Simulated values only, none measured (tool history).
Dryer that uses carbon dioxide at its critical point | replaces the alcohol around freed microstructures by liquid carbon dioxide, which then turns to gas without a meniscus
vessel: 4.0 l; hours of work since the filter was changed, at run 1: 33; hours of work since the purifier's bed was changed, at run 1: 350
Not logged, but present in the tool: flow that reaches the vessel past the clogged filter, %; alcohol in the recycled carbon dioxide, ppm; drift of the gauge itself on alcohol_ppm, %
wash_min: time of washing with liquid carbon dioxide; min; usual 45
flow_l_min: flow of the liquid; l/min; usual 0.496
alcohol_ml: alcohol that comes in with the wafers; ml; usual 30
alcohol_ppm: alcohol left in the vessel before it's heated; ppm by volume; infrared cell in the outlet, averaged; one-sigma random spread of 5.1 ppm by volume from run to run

run,hour,wash_min,flow_l_min,alcohol_ml,hours of work since the filter was changed,hours of work since the purifier's bed was changed,alcohol_ppm
1,0.0,45,0.496,30,33,350,154
2,36.4,45,0.496,30,61,378,178
3,58.4,45,0.496,30,78,395,180
4,84.9,45,0.496,30,99,416,195
5,114.4,45,0.496,30,121,439,212
6,145.2,71,0.496,30,145,463,119
# hour 168.9: inlet filter changed
7,173.3,71,0.496,30,3,484,113
8,202.6,45,0.496,86,26,507,329
9,233.1,45,0.496,30,50,530,191

Run 10 is up next; what results do you expect?
10,250.2,45,0.361,21,63,543,?

{"run 10": {"alcohol_ppm": 331}}
The same run, on a tool lacking any hidden state, would have yielded alcohol_ppm 171 ppm by volume.

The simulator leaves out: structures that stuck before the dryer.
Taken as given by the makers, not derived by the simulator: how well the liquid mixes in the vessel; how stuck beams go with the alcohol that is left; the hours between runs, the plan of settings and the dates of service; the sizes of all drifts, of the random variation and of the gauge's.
